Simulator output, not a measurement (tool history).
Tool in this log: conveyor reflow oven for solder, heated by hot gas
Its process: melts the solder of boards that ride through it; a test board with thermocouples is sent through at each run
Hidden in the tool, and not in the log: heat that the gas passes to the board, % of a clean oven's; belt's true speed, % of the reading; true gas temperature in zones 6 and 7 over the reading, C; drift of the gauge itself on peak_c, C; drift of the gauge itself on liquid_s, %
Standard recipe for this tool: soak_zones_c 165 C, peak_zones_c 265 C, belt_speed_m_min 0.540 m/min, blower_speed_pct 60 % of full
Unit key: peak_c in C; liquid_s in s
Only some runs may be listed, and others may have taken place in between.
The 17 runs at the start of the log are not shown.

run    hour  soak_zones_c  peak_zones_c  belt_speed_m_min  blower_speed_pct  hours of work since the flux was cleaned out  hours of work since the belt drive was overhauled  hours of work since the thermocouples were changed  peak_c  liquid_s
 18   920.1           165           268             0.540                60                                           130                                                181                                                 151   243.5      46.1
 19   979.4           165           279             0.540                60                                           176                                                227                                                 196   252.3      53.1
 20  1029.9           165           279             0.540                60                                           215                                                266                                                 235   251.0      52.1
     1091.9  -- flux residue cleaned out of gas plates and filters
 21  1094.3           180           279             0.546                51                                             2                                                312                                                 281   253.9      59.0
 22  1135.3           165           266             0.505                59                                            34                                                344                                                 313   244.9      51.9
 23  1196.0           169           266             0.503                67                                            80                                                390                                                 360   247.4      56.2
 24  1232.5           172           280             0.540                60                                           109                                                419                                                 388   254.8      57.9
 25  1262.4           172           280             0.540                60                                           132                                                442                                                 411   254.6      58.0
 26  1292.8           165           263             0.540                60                                           155                                                465                                                 435   238.9      40.9
 27  1345.7           176           265             0.554                78                                           196                                                506                                                 475   245.2      51.3
 28  1395.5           176           265             0.554                78                                           234                                                544                                                 514   244.7      51.3
     1421.0  -- thermocouples of zones 6 and 7 changed
     1431.9  -- flux residue cleaned out of gas plates and filters
 29  1434.8           164           254             0.628                83                                             2                                                569                                                   7   233.2      29.8
 30  1478.3           164           254             0.628                83                                            36                                                603                                                  40   233.1      28.9

Below are 3 alternative next runs, each starting from the tool's condition after run 30. Predict each:
  A  1540.4           165           265             0.540                57                                            84                                                651                                                  88       ?         ?
  B  1540.4           167           269             0.483                60                                            84                                                651                                                  88       ?         ?
  C  1540.4           167           254             0.628                83                                            84                                                651                                                  88       ?         ?

run  peak_c  liquid_s
  A   240.9      43.0
  B   249.7      60.6
  C   233.3      30.1
With no hidden state in the tool, these same runs would have given:
run  peak_c  liquid_s
  A   241.4      42.8
  B   250.2      60.1
  C   233.9      30.5
